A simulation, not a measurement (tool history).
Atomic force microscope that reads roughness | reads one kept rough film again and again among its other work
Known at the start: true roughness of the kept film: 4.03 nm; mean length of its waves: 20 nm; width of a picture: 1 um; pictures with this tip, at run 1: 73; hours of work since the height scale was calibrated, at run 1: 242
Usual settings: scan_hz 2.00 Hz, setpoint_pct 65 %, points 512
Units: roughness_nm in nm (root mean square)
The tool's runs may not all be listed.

run   hour  scan_hz  setpoint_pct  points  pictures with this tip  hours of work since the height scale was calibrated  roughness_nm
  1    0.0     2.00            65     512                      73                                                  242         1.559
  2   27.9     2.00            65     512                     108                                                  255         1.341
      43.3  -- new tip fitted
  3   47.1     2.00            65     316                       4                                                  263         2.480
  4   59.3     2.00            65     316                      20                                                  269         2.198
  5   77.6     2.00            65     316                      43                                                  277         1.875
  6  104.7     1.93            65     512                      76                                                  290         1.589
  7  128.9     2.00            65     512                     107                                                  301         1.369
  8  141.4     2.00            65     512                     123                                                  307         1.287
     144.2  -- height scale calibrated on a step standard
     147.2  -- new tip fitted
  9  157.2     2.00            59     512                      12                                                    6         2.414
 10  176.4     1.01            65     512                      36                                                   15         2.091
 11  190.7     1.01            65     512                      54                                                   21         1.863
 12  214.3     1.01            65     512                      84                                                   32         1.596
 13  240.8     1.01            65     512                     117                                                   44         1.372
     249.6  -- new tip fitted
 14  264.1     2.00            74     512                      18                                                   55         2.157
 15  276.9     3.05            63     512                      34                                                   60         1.962
     279.8  -- height scale calibrated on a step standard, once more
 16  300.0     3.38            57     401                      62                                                    9         1.696
 17  314.0     3.38            57     401                      79                                                   16         1.547
 18  330.5     3.38            57     401                     100                                                   23         1.408
 19  345.9     3.38            57     401                     119                                                   30         1.316
     353.9  -- new tip fitted
 20  370.1     2.82            57     673                      21                                                   41         2.255
 21  390.5     2.82            57     673                      46                                                   51         1.953
 22  409.3     2.82            57     673                      70                                                   59         1.693
 23  430.3     0.70            80     512                      96                                                   69         1.497
 24  445.7     0.70            80     512                     116                                                   76         1.349
     455.8  -- new tip fitted
 25  472.3     1.12            65     558                      20                                                   88         2.263
 26  491.7     2.66            75     610                      45                                                   97         1.687
 27  514.3     1.49            65     732                      73                                                  107         1.622

3 ways to go on from here, each from the tool as it stands after run 27. What would each give?
  A  526.3     3.53            64     299                      88                                                  113             ?
  B  526.3     1.00            85     905                      88                                                  113             ?
  C  526.3     0.57            72     512                      88                                                  113             ?

run  roughness_nm
  A         1.370
  B         1.436
  C         1.550
Without the tool's hidden state the same runs would have given:
run  roughness_nm
  A         2.425
  B         2.537
  C         2.743
